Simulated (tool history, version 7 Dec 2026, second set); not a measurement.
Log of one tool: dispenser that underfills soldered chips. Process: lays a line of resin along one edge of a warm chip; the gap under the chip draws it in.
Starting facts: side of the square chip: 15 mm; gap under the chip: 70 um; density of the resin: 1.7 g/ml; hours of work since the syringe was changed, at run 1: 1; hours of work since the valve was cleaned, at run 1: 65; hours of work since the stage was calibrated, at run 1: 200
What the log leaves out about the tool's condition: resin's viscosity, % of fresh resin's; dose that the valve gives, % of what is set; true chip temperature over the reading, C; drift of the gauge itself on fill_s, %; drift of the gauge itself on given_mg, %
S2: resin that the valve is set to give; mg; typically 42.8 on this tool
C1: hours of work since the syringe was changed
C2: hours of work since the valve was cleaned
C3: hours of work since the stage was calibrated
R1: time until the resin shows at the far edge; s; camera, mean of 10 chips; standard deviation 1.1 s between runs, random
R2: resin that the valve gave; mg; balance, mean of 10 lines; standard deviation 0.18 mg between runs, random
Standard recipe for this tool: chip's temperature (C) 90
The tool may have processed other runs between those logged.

Run 1, hour 0.0: usual settings; C1 1; C2 65; C3 200. Result: R1 119.3 s, R2 41.37 mg.
Run 2, hour 4.9: usual settings; C1 5; C2 69; C3 203. Result: R1 146.2 s, R2 41.19 mg.
At hour 8.2: new syringe of resin.
Run 3, hour 8.2: usual settings; C1 0; C2 71; C3 205. Result: R1 108.4 s, R2 41.41 mg.
Run 4, hour 13.5: usual settings; C1 4; C2 74; C3 209. Result: R1 136.1 s, R2 41.60 mg.
At hour 18.4: new syringe of resin.
Run 5, hour 19.5: usual settings; C1 1; C2 78; C3 213. Result: R1 112.9 s, R2 41.22 mg.
Run 6, hour 22.8: usual settings; C1 3; C2 81; C3 215. Result: R1 129.7 s, R2 41.01 mg.
At hour 28.9: new syringe of resin.
Run 7, hour 29.0: usual settings; C1 0; C2 85; C3 219. Result: R1 112.1 s, R2 41.66 mg.
Run 8, hour 34.3: usual settings but S2 55.4 mg; C1 4; C2 88; C3 223. Result: R1 134.2 s, R2 53.57 mg.
At hour 39.1: new syringe of resin.
Run 9, hour 39.6: usual settings; C1 0; C2 92; C3 226. Result: R1 112.1 s, R2 41.36 mg.
Run 10, hour 46.3: usual settings; C1 5; C2 96; C3 231. Result: R1 150.3 s, R2 41.18 mg.
At hour 49.3: new syringe of resin.
Run 11, hour 51.2: usual settings; C1 1; C2 99; C3 234. Result: R1 118.1 s, R2 41.28 mg.
Run 12, hour 54.8: usual settings; C1 4; C2 102; C3 237. Result: R1 138.2 s, R2 40.81 mg.
At hour 59.6: new syringe of resin.
Run 13, hour 61.6: usual settings; C1 1; C2 106; C3 241. Result: R1 121.6 s, R2 40.85 mg.
Run 14, hour 67.3: usual settings but chip's temperature (C) 96; C1 5; C2 110; C3 245. Result: R1 112.9 s, R2 40.54 mg.
At hour 70.0: new syringe of resin.
Run 15, hour 72.2: usual settings but chip's temperature (C) 96; C1 2; C2 114; C3 248. Result: R1 90.2 s, R2 40.71 mg.
Run 16, hour 78.9: usual settings but chip's temperature (C) 96; C1 6; C2 118; C3 253. Result: R1 123.5 s, R2 40.47 mg.
At hour 80.3: new syringe of resin.
At hour 82.4: dispensing valve cleaned and set on the balance.
Run 17, hour 83.3: usual settings but chip's temperature (C) 96; C1 1; C2 1; C3 255. Result: R1 90.0 s, R2 42.51 mg.
Run 18, hour 87.0: usual settings but chip's temperature (C) 96; C1 4; C2 3; C3 257. Result: R1 105.4 s, R2 42.82 mg.
Run 19, hour 90.9: usual settings but chip's temperature (C) 93, S2 39.1 mg; C1 7; C2 6; C3 260. Result: R1 144.8 s, R2 38.85 mg.
At hour 91.7: new syringe of resin.
Run 20, hour 96.9: usual settings but chip's temperature (C) 93, S2 39.1 mg; C1 4; C2 10; C3 264. Result: R1 121.8 s, R2 39.08 mg.
At hour 101.8: new syringe of resin.
Run 21, hour 101.8: usual settings but chip's temperature (C) 93, S2 39.1 mg; C1 0; C2 13; C3 267. Result: R1 96.2 s, R2 38.98 mg.
Run 22, hour 106.4: usual settings but S2 54.4 mg; C1 3; C2 16; C3 270. Result: R1 130.2 s, R2 53.83 mg.
Run 23, hour 110.0: usual settings but S2 54.4 mg; C1 6; C2 19; C3 273. Result: R1 151.3 s, R2 54.20 mg.
At hour 112.1: new syringe of resin.
Run 24, hour 114.6: usual settings but S2 43.5 mg; C1 2; C2 22; C3 276. Result: R1 124.5 s, R2 42.71 mg.
Run 25, hour 119.8: usual settings but S2 43.5 mg; C1 5; C2 25; C3 279. Result: R1 156.1 s, R2 42.97 mg.
At hour 122.8: new syringe of resin.
Run 26, hour 125.6: usual settings but chip's temperature (C) 80, S2 36.6 mg; C1 2; C2 29; C3 283. Result: R1 205.6 s, R2 36.15 mg.
Run 27, hour 130.2: usual settings but chip's temperature (C) 80, S2 36.6 mg; C1 5; C2 32; C3 286. Result: R1 254.3 s, R2 36.17 mg.
At hour 133.3: new syringe of resin.
Run 28, hour 136.8: usual settings but chip's temperature (C) 87, S2 42.0 mg; C1 2; C2 36; C3 291. Result: R1 150.6 s, R2 41.23 mg.
At hour 143.6: new syringe of resin.
Run 29, hour 143.6: usual settings but chip's temperature (C) 93, S2 47.4 mg; C1 0; C2 41; C3 295. Result: R1 94.9 s, R2 46.75 mg.
Run 30, hour 147.5: usual settings but chip's temperature (C) 93, S2 47.4 mg; C1 3; C2 44; C3 298. Result: R1 112.1 s, R2 46.32 mg.
Run 31, hour 152.8: usual settings but chip's temperature (C) 93, S2 52.9 mg; C1 6; C2 47; C3 301. Result: R1 143.4 s, R2 52.03 mg.
At hour 153.9: new syringe of resin.
Run 32, hour 159.2: usual settings but chip's temperature (C) 93, S2 50.6 mg; C1 4; C2 51; C3 306. Result: R1 116.9 s, R2 49.95 mg.
At hour 164.5: new syringe of resin.
Run 33, hour 165.9: usual settings but chip's temperature (C) 94, S2 37.5 mg; C1 1; C2 56; C3 310. Result: R1 97.7 s, R2 36.56 mg.
Run 34, hour 170.0: usual settings but chip's temperature (C) 97, S2 45.0 mg; C1 4; C2 59; C3 313. Result: R1 98.6 s, R2 43.77 mg.
At hour 174.7: new syringe of resin.
Run 35, hour 176.3: usual settings but chip's temperature (C) 104, S2 47.7 mg; C1 1; C2 63; C3 317. Result: R1 62.0 s, R2 46.39 mg.

Same runs, no hidden state in the tool, same run-to-run variation:
run     R1     R2
  1  104.5  42.60
  2  103.8  42.47
  3  102.2  42.73
  4  102.5  42.99
  5  103.0  42.66
  6  102.9  42.48
  7  105.6  43.22
  8  101.5  55.68
  9  103.6  43.05
 10  104.3  42.95
 11  104.3  43.11
 12  104.5  42.67
 13  106.3  42.79
 14   77.4  42.54
 15   77.6  42.77
 16   79.9  42.60
 17   78.7  42.49
 18   78.8  42.85
 19   92.0  38.92
 20   92.8  39.21
 21   91.1  39.16
 22  101.4  54.16
 23  101.2  54.58
 24  105.0  43.06
 25  105.4  43.40
 26  172.1  36.57
 27  175.4  36.63
 28  122.3  41.84
 29   89.9  47.51
 30   89.8  47.13
 31   91.9  53.02
 32   88.8  50.99
 33   87.3  37.39
 34   74.5  44.83
 35   55.0  47.60

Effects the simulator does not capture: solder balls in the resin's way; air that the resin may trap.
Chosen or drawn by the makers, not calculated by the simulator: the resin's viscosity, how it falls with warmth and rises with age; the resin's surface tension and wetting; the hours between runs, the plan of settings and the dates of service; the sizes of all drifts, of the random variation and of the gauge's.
